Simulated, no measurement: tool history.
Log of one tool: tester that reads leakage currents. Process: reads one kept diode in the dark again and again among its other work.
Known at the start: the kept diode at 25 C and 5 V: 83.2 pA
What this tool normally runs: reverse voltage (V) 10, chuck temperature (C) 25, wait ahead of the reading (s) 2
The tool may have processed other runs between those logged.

| run | day | reverse voltage (V) | chuck temperature (C) | wait ahead of the reading (s) | current that the tester gives (pA) |
|---|---|---|---|---|---|
| 1 | 0 | 10 | 25 | 2 | 118.37 |
| 2 | 9.779 | 10 | 52 | 2 | 629.24 |
| 3 | 14.508 | 10 | 52 | 2 | 623.59 |
| 4 | 20.308 | 10 | 26 | 2 | 124.57 |
| 5 | 24.938 | 14.9 | 26 | 2 | 151.28 |
|  | 25.975 | probe card cleaned and baked |
| 6 | 32.079 | 14.9 | 26 | 2 | 152.94 |
| 7 | 40.771 | 10 | 25 | 2 | 117.77 |
|  | 41.392 | chuck's temperature calibrated |
| 8 | 45.958 | 10 | 25 | 9.68 | 127.23 |
| 9 | 55.767 | 10 | 25 | 9.68 | 126.52 |
| 10 | 65.367 | 10 | 50 | 0.95 | 576.27 |
| 11 | 71.304 | 3.6 | 36 | 0.39 | 163.27 |
|  | 74.296 | probe card cleaned and baked, once more |
| 12 | 78.712 | 2.2 | 26 | 0.87 | 63.85 |
| 13 | 88.267 | 2.2 | 26 | 0.87 | 62.9 |
| 14 | 94.783 | 10 | 28 | 2 | 126.51 |
| 15 | 104.4 | 2.8 | 20 | 2 | 43.15 |

4 ways to go on from here, each from the tool as it stands after run 15. What would each give?
| A | 110.917 | 12.1 | 47 | 1.83 | ? |
| B | 110.917 | 2.8 | 60 | 2 | ? |
| C | 110.917 | 12.9 | 20 | 7.72 | ? |
| D | 110.917 | 4.5 | 25 | 2.62 | ? |

| run | current that the tester gives (pA) |
|---|---|
| A | 467.37 |
| B | 592.83 |
| C | 77.98 |
| D | 73.61 |
What these runs would have given with no unlogged condition in the tool:
| run | current that the tester gives (pA) |
|---|---|
| A | 509.69 |
| B | 646.46 |
| C | 82.48 |
| D | 80.51 |
